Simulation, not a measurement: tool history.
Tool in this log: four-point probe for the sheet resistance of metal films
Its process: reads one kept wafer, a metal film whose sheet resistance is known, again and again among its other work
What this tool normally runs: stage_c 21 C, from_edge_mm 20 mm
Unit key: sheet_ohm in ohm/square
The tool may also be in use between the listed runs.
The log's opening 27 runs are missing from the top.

run,hour,stage_c,from_edge_mm,touches since the probe head was changed,hours of work since the stage's thermometer was calibrated,sheet_ohm
28,1384.3,22,4,5043,78,0.040212
29,1437.2,24,55,6878,113,0.039779
30,1470.1,20,30,8016,134,0.039648
31,1517.3,20,65,9653,165,0.039649
32,1556.8,20,65,11018,191,0.039658
# hour 1574.2: stage's thermometer calibrated, once more
33,1624.0,20,65,13332,33,0.039646
34,1656.7,30,10,14463,54,0.040068
35,1729.4,30,10,16981,102,0.040099
36,1787.4,29,72,18990,141,0.039990
37,1831.8,29,72,20530,170,0.040000
38,1900.8,27,16,22918,216,0.039989
39,1958.5,27,16,24917,254,0.039995
40,2006.8,27,16,26593,286,0.040011
41,2038.2,21,20,27682,306,0.039802
42,2090.3,21,20,29485,341,0.039811
43,2123.2,23,9,30624,362,0.039983
44,2164.8,23,4,32067,390,0.040426

Predict each of these 3 candidate next runs independently; none follows another, all start after run 44:
A,2215.3,34,20,33817,423,?
B,2215.3,24,53,33817,423,?
C,2215.3,32,8,33817,423,?

run,sheet_ohm
A,0.040294
B,0.039947
C,0.040334
Had the tool no hidden state, the same runs would have come out as:
run,sheet_ohm
A,0.039894
B,0.039551
C,0.039933
